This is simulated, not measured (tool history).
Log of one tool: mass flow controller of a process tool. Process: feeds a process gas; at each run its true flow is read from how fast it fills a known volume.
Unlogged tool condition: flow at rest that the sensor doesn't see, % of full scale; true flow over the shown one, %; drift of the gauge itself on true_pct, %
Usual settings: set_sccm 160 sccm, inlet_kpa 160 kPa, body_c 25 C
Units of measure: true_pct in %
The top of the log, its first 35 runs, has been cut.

run      day  set_sccm  inlet_kpa  body_c  hours of work since the controller was set to zero  hours of work since the controller was changed  true_pct
 36   85.538        23        274      31                                                2019                                            2019     95.75
 37   88.242       154        170      39                                                2058                                            2058    100.18
 38     90.8       154        170      39                                                2095                                            2095    100.04
 39   92.904        25        170      22                                                2125                                            2125     94.62
 40   95.525       144        199      20                                                2163                                            2163     98.99
 41   97.246       115        160      38                                                2188                                            2188     99.26
 42  100.021       160        156      25                                                2228                                            2228     99.27
 43  102.742        58        266      32                                                2267                                            2267     98.08
 44  104.496        58        266      32                                                2292                                            2292     98.19
 45  107.762       177        244      31                                                2339                                            2339    100.75
 46  109.617        32        189      25                                                2366                                            2366     95.52
 47  112.325        49        273      23                                                2405                                            2405     97.19
 48  113.767        49        273      23                                                2426                                            2426     97.21
 49  116.938       160        207      20                                                2472                                            2472     99.34

Branching from run 49: 3 alternative next runs. What would each branch give?
  A  119.092       160        241      25                                                2503                                            2503         ?
  B  119.092       160        145      20                                                2503                                            2503         ?
  C  119.092        68        251      22                                                2503                                            2503         ?

run  true_pct
  A     99.93
  B     98.75
  C     97.73
Without the tool's hidden state the same runs would have given:
run  true_pct
  A     99.68
  B      98.5
  C     98.18
